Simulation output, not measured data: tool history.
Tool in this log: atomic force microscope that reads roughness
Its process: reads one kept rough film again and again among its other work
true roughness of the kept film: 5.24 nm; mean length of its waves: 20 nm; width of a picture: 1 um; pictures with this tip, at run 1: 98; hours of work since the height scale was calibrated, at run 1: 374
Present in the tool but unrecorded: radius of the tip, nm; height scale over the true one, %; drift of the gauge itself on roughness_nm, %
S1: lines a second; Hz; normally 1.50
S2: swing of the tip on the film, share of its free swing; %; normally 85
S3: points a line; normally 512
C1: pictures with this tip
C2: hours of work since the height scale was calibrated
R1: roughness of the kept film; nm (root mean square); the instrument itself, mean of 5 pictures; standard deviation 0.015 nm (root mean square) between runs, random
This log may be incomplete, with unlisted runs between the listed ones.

run,hour,S1,S2,S3,C1,C2,R1
1,0.0,1.50,85,512,98,374,2.947
2,8.4,1.50,88,512,116,380,2.840
3,19.0,1.50,88,512,139,389,2.728
4,30.2,1.50,75,512,163,398,2.778
5,45.2,1.50,58,512,196,409,2.737
6,53.6,1.50,85,512,214,416,2.442
7,70.7,1.50,85,512,251,429,2.363
8,82.3,1.90,85,512,276,439,2.211
9,100.0,1.50,85,539,314,453,2.179
# hour 116.8: new tip fitted
10,118.4,1.50,85,539,4,467,3.587
11,126.0,1.50,85,539,20,473,3.526
12,134.3,1.50,85,982,38,479,3.383
13,143.1,1.50,85,982,57,486,3.250
14,152.8,1.50,86,512,78,494,3.109
15,164.0,1.50,85,512,102,503,3.000
16,181.5,1.50,85,512,140,516,2.814
17,198.4,1.50,85,512,177,530,2.649
18,205.9,3.18,64,403,193,535,2.655
19,222.8,3.18,64,403,229,549,2.507
20,234.5,2.92,68,354,255,558,2.401
21,245.7,2.92,68,354,279,567,2.316
22,258.4,3.31,55,771,306,577,2.367
23,265.8,0.97,87,696,322,583,2.239
24,277.0,1.37,85,668,346,591,2.138
# hour 278.6: new tip fitted
25,286.1,0.93,71,503,16,598,3.786
26,296.9,1.50,87,357,39,607,3.292
27,310.3,1.50,76,906,68,617,3.340
28,324.5,0.74,60,474,99,628,3.282
29,342.1,0.74,60,474,137,642,3.099
30,356.7,1.50,85,874,169,654,2.711
31,365.5,1.50,86,827,187,661,2.634

Table of differences, measured result less the result of that run with no hidden state. Run-to-run variation is the same in both. Gauge scatter possibly is not:
run,R1
1,-0.764
2,-0.850
3,-0.940
4,-1.096
5,-1.268
6,-1.224
7,-1.368
8,-1.414
9,-1.553
10,-0.117
11,-0.224
12,-0.352
13,-0.483
14,-0.596
15,-0.725
16,-0.905
17,-1.073
18,-1.155
19,-1.283
20,-1.368
21,-1.438
22,-1.610
23,-1.605
24,-1.644
25,-0.216
26,-0.349
27,-0.540
28,-0.760
29,-0.947
30,-1.029
31,-1.103
